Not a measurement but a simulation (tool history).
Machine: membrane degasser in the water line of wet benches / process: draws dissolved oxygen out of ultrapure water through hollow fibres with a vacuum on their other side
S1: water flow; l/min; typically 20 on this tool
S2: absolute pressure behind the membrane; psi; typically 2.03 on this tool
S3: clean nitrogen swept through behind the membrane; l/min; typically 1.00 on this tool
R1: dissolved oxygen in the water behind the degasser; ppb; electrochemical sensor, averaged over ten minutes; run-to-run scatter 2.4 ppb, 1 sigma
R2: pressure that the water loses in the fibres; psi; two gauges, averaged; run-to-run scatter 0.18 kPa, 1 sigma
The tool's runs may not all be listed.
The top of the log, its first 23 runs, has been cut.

| run | hour | S1 | S2 | S3 | R1 | R2 |
|---|---|---|---|---|---|---|
|  | 1546.3 | vacuum gauge calibrated, once more |
| 24 | 1615.4 | 24 | 4.82 | 1.43 | 1055.1 | 5.976 |
| 25 | 1708.4 | 24 | 4.82 | 1.43 | 1050.9 | 5.977 |
| 26 | 1784.8 | 24 | 4.82 | 1.43 | 1051.6 | 6.006 |
| 27 | 1876.1 | 24 | 4.82 | 1.43 | 1056.0 | 5.981 |
| 28 | 1958.5 | 24 | 4.82 | 1.43 | 1047.5 | 5.961 |
| 29 | 2027.5 | 24 | 4.82 | 1.43 | 1062.0 | 5.962 |
| 30 | 2103.2 | 23 | 2.03 | 1.41 | 422.0 | 5.759 |
| 31 | 2186.3 | 20 | 3.70 | 1.00 | 930.0 | 4.940 |
| 32 | 2272.9 | 20 | 3.15 | 1.00 | 791.9 | 4.983 |

Alternative continuations, all from the tool just after run 32; predict every row:
| A | 2321.9 | 20 | 1.87 | 1.00 | ? | ? |
| B | 2321.9 | 31 | 3.92 | 2.07 | ? | ? |
| C | 2321.9 | 14 | 3.15 | 0.51 | ? | ? |

| run | R1 | R2 |
|---|---|---|
| A | 440.4 | 5.007 |
| B | 819.3 | 7.773 |
| C | 987.2 | 3.466 |
With no hidden state in the tool, these same runs would have given:
| run | R1 | R2 |
|---|---|---|
| A | 434.2 | 4.898 |
| B | 808.7 | 7.604 |
| C | 979.6 | 3.391 |
